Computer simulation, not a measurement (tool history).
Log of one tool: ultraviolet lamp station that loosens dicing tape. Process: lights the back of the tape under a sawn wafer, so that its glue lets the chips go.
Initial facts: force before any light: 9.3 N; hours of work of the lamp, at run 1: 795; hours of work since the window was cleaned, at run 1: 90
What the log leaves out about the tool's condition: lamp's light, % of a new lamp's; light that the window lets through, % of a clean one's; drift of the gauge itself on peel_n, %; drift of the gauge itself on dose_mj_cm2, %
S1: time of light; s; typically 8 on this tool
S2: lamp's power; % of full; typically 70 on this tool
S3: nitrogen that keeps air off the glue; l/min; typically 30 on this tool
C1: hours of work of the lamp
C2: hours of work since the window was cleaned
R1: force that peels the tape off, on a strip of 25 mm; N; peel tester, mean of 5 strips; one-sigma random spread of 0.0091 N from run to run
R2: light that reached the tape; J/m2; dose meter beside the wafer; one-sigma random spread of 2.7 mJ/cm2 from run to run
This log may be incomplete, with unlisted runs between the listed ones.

run	hour	S1	S2	S3	C1	C2	R1	R2
1	0.0	8	70	30	795	90	0.391	3640
2	34.0	8	70	30	814	108	0.379	3710
3	75.0	8	70	28	836	131	0.403	3600
4	130.5	8	70	28	866	160	0.402	3680
5	181.6	8	70	28	893	188	0.394	3630
6	235.3	8	70	28	922	217	0.395	3650
7	259.1	8	70	28	935	230	0.403	3660
# hour 271.5: window cleaned of glue's vapour
8	305.0	8	70	28	959	18	0.393	3640
9	337.2	8	70	28	976	35	0.381	3690
10	372.6	11	70	30	995	54	0.238	5040
11	411.3	11	70	30	1016	75	0.232	4980
12	466.5	8	70	30	1046	105	0.381	3670
13	491.0	8	70	30	1059	118	0.378	3660
14	523.6	8	70	12	1077	136	0.651	3690
15	568.9	5	83	30	1101	160	0.761	2710
16	600.4	9	70	20	1118	177	0.384	4100
17	631.9	8	62	11	1135	194	0.896	3300
18	675.7	13	75	39	1159	217	0.188	6400
# hour 712.5: window cleaned of glue's vapour
19	725.5	13	75	39	1185	7	0.186	6450
20	778.5	7	98	39	1214	36	0.235	4490
21	805.0	8	70	27	1228	50	0.417	3680
22	842.2	8	71	59	1248	70	0.283	3740
23	869.4	8	71	59	1263	84	0.285	3700
# hour 900.2: lamp changed
24	924.2	7	70	24	13	113	0.586	3200
25	953.4	9	87	11	29	129	0.346	5080
26	977.4	9	87	11	42	142	0.334	5200

The logged runs with the hidden state left out (each run's random variation unchanged):
run	R1	R2
1	0.388	3660
2	0.376	3730
3	0.400	3610
4	0.398	3700
5	0.391	3650
6	0.391	3670
7	0.399	3680
8	0.390	3650
9	0.378	3710
10	0.237	5060
11	0.231	5010
12	0.378	3680
13	0.374	3680
14	0.644	3710
15	0.753	2720
16	0.380	4120
17	0.886	3320
18	0.187	6440
19	0.186	6480
20	0.233	4510
21	0.413	3690
22	0.281	3760
23	0.283	3720
24	0.585	3210
25	0.345	5080
26	0.333	5200
